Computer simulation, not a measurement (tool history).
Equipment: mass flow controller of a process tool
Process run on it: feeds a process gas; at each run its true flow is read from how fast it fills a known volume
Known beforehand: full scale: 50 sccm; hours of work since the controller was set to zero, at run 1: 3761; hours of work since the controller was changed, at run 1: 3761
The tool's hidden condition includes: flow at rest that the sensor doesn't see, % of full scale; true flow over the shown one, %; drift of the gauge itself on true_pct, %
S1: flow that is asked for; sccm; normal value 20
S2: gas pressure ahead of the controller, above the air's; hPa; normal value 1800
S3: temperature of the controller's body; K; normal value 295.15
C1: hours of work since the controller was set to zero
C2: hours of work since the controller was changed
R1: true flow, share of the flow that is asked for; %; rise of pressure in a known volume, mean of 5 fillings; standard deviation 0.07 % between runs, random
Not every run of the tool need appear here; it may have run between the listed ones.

run,hour,S1,S2,S3,C1,C2,R1
1,0,20,1800,295.15,3761,3761,99.01
2,221.8,20,1800,295.15,3855,3855,99.07
3,574.4,20,1800,295.15,4005,4005,98.94
4,818.2,20,1800,295.15,4109,4109,98.84
5,1171.1,20,1800,295.15,4258,4258,98.78
6,1397.5,20,1800,295.15,4354,4354,98.69
7,1743.3,14,1800,295.15,4501,4501,98.53
8,2035.1,14,1800,295.15,4625,4625,98.34
9,2397.1,20,1460,295.15,4779,4779,98.62
10,2648.5,22,1460,295.15,4886,4886,98.61
11,3009.3,22,1460,301.15,5039,5039,98.6
12,3171,22,1460,301.15,5107,5107,98.51
13,3492.8,22,1460,308.15,5244,5244,98.81
14,3785.1,20,1800,295.15,5368,5368,98.08
15,3931.3,20,1800,294.15,5430,5430,97.96
16,4262.1,10,1800,294.15,5571,5571,97.58
17,4536.9,20,1800,299.15,5687,5687,98.08
# hour 4800.5: gauge calibrated
18,4802,20,1800,302.15,5800,5800,99.39
19,4988.4,36,1800,295.15,5879,5879,99.47
20,5153.7,29,1800,295.15,5949,5949,99.41
21,5424,29,1800,295.15,6064,6064,99.17
22,5623.2,29,1800,295.15,6149,6149,99.16
23,5848.4,29,1800,295.15,6244,6244,99.18
24,6192.3,23,1800,295.15,6390,6390,98.98
25,6509.5,20,1800,295.15,6525,6525,98.64
26,6693.9,35,2310,311.15,6603,6603,99.33
27,6915.8,7,2710,293.15,6697,6697,97.81
28,7270,7,2260,304.15,6848,6848,98.24
29,7626.5,7,2800,304.15,6999,6999,97.91
30,7938.7,7,2800,304.15,7132,7132,97.73
31,8195.9,7,2370,296.15,7241,7241,97.51
32,8383.8,7,2370,296.15,7321,7321,97.66
33,8671.4,23,2370,306.15,7443,7443,98.28
# hour 8925.8: gauge calibrated
34,8968.5,23,2370,306.15,7569,7569,99.26
35,9185.5,5,1560,297.15,7661,7661,98.71
36,9436.4,29,1980,304.15,7767,7767,99.33
37,9623,29,1980,304.15,7847,7847,99.45
38,9950.2,44,1830,297.15,7986,7986,99.5
39,10267,22,2170,300.15,8120,8120,98.9
40,10606.6,16,1800,300.15,8264,8264,98.67
41,10838.4,16,1800,300.15,8363,8363,98.57
42,11009.6,16,1800,300.15,8435,8435,98.62
43,11329.2,16,1860,300.15,8571,8571,98.47
44,11496.1,13,1800,293.15,8642,8642,98.2
# hour 11662.4: controller's zero set anew
45,11709.8,13,1800,293.15,20,8732,98.11
46,12072.5,13,2340,293.15,174,8886,97.77
47,12391.2,13,2340,296.15,309,9022,97.84

Branching from run 47: 3 alternative next runs. What would each branch give?
A,12551.8,48,2340,296.15,378,9090,?
B,12551.8,13,2340,303.15,378,9090,?
C,12551.8,28,2160,306.15,378,9090,?

run,R1
A,98.86
B,98.03
C,98.69
Stripped of hidden state, with their random variation kept, the same runs would have yielded:
run,R1
A,99.89
B,99.06
C,99.72
